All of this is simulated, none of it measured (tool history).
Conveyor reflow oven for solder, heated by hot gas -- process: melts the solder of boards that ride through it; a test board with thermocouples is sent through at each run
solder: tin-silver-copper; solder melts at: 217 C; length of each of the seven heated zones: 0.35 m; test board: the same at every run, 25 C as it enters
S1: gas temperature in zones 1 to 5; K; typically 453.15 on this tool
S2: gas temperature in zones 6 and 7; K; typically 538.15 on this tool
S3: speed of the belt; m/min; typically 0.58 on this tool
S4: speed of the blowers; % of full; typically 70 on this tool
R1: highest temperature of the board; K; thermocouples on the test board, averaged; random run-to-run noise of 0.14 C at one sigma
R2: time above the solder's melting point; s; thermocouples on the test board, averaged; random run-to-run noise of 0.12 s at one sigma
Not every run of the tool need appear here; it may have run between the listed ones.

Run 1, hour 0: usual settings. Result: R1 525.25 K, R2 56.4 s.
Run 2, hour 45.2: usual settings. Result: R1 525.15 K, R2 56.5 s.
Run 3, hour 102.8: usual settings. Result: R1 524.95 K, R2 56 s.
At hour 143.6: flux residue cleaned out of gas plates and filters.
Run 4, hour 165.1: usual settings but S2 534.15 K. Result: R1 520.35 K, R2 52.6 s.
Run 5, hour 217.3: usual settings but S2 548.15 K. Result: R1 532.15 K, R2 60.3 s.
Run 6, hour 242.8: usual settings. Result: R1 523.65 K, R2 54.9 s.
Run 7, hour 270.8: usual settings. Result: R1 523.75 K, R2 54.9 s.
At hour 314.2: thermocouples of zones 6 and 7 changed.
Run 8, hour 323.8: usual settings but S2 543.15 K. Result: R1 525.45 K, R2 56 s.
At hour 356.2: flux residue cleaned out of gas plates and filters, once more.
Run 9, hour 379: usual settings but S2 543.15 K. Result: R1 528.85 K, R2 58.9 s.
Run 10, hour 436.8: usual settings but S2 543.15 K. Result: R1 528.85 K, R2 59 s.
Run 11, hour 477.7: usual settings but S2 540.15 K. Result: R1 526.25 K, R2 57.4 s.
Run 12, hour 509.7: usual settings but S3 0.575 m/min. Result: R1 524.75 K, R2 56.8 s.
Run 13, hour 572.1: usual settings but S3 0.666 m/min. Result: R1 519.95 K, R2 44.9 s.
Run 14, hour 614.5: usual settings but S3 0.666 m/min, S4 82 % of full. Result: R1 523.05 K, R2 48 s.
Run 15, hour 647.2: usual settings but S3 0.666 m/min, S4 82 % of full. Result: R1 522.95 K, R2 47.8 s.
Run 16, hour 675.1: usual settings but S3 0.666 m/min, S4 82 % of full. Result: R1 522.95 K, R2 47.7 s.
Run 17, hour 724.6: usual settings but S1 458.15 K, S3 0.619 m/min, S4 87 % of full. Result: R1 526.65 K, R2 56.2 s.
Run 18, hour 758.6: usual settings but S1 460.15 K, S2 550.15 K, S3 0.482 m/min, S4 58 % of full. Result: R1 537.15 K, R2 79.8 s.
At hour 803.3: flux residue cleaned out of gas plates and filters.
Run 19, hour 822.5: usual settings but S1 460.15 K, S2 551.15 K, S3 0.482 m/min, S4 52 % of full. Result: R1 537.95 K, R2 80.2 s.
Run 20, hour 867.8: usual settings but S1 460.15 K, S2 551.15 K, S3 0.482 m/min, S4 52 % of full. Result: R1 537.55 K, R2 80.4 s.
Run 21, hour 915.8: usual settings but S1 455.15 K, S2 527.15 K, S4 61 % of full. Result: R1 513.75 K, R2 47.9 s.
At hour 934: belt drive overhauled, speed set with a stopwatch.
Run 22, hour 978.5: usual settings but S2 547.15 K, S3 0.507 m/min, S4 54 % of full. Result: R1 531.75 K, R2 68.8 s.
Run 23, hour 1022.5: usual settings but S1 460.15 K, S3 0.491 m/min. Result: R1 529.75 K, R2 74.3 s.
Run 24, hour 1062.2: usual settings but S1 460.15 K, S3 0.491 m/min. Result: R1 529.65 K, R2 74.2 s.
Run 25, hour 1118.4: usual settings but S1 463.15 K, S3 0.494 m/min. Result: R1 529.75 K, R2 75.3 s.
Run 26, hour 1158.3: usual settings but S1 463.15 K, S3 0.494 m/min. Result: R1 530.05 K, R2 75.1 s.
Run 27, hour 1185.9: usual settings but S1 463.15 K, S3 0.494 m/min. Result: R1 529.75 K, R2 75.3 s.
Run 28, hour 1225: usual settings but S1 455.15 K, S2 546.15 K, S3 0.638 m/min, S4 57 % of full. Result: R1 523.75 K, R2 49.3 s.
At hour 1252: flux residue cleaned out of gas plates and filters.
Run 29, hour 1281.5: usual settings but S1 455.15 K, S2 546.15 K, S3 0.638 m/min, S4 57 % of full. Result: R1 525.55 K, R2 50.7 s.
Run 30, hour 1310.8: usual settings but S1 465.15 K, S3 0.551 m/min, S4 62 % of full. Result: R1 527.15 K, R2 66 s.
Run 31, hour 1361.9: usual settings but S1 458.15 K, S2 532.15 K, S3 0.551 m/min, S4 59 % of full. Result: R1 519.75 K, R2 57.5 s.

A few steps of R1 between consecutive runs. Split each: what settings, incoming material and random variation would produce without the hidden state, and what is left over for the hidden state, along with gauge scatter present in only one of the two compared results (measured, and without hidden state):
The hidden state here: heat that the gas passes to the board, % of a clean oven's; belt's true speed, % of the reading; true gas temperature in zones 6 and 7 over the reading, C; drift of the gauge itself on peak_c, C; drift of the gauge itself on liquid_s, %.
Run 4 -> 5: S2 534.15 -> 548.15. R1 +11.8 K: hidden state -0.5, all else +12.3.
Run 7 -> 8: S2 538.15 -> 543.15, thermocouples of zones 6 and 7 changed. R1 +1.7 K: hidden state -2.4, all else +4.1.
Run 8 -> 9: flux residue cleaned out of gas plates and filters, once more. R1 +3.4 K: hidden state +3.4, all else +0.
Run 20 -> 21: S1 460.15 -> 455.15, S2 551.15 -> 527.15, S3 0.482 -> 0.58, S4 52 -> 61. R1 -23.8 K: hidden state -0.1, all else -23.7.
Run 21 -> 22: S1 455.15 -> 453.15, S2 527.15 -> 547.15, S3 0.58 -> 0.507, S4 61 -> 54, belt drive overhauled, speed set with a stopwatch. R1 +18 K: hidden state -0.3, all else +18.3.
Run 28 -> 29: flux residue cleaned out of gas plates and filters. R1 +1.8 K: hidden state +1.7, all else +0.1.

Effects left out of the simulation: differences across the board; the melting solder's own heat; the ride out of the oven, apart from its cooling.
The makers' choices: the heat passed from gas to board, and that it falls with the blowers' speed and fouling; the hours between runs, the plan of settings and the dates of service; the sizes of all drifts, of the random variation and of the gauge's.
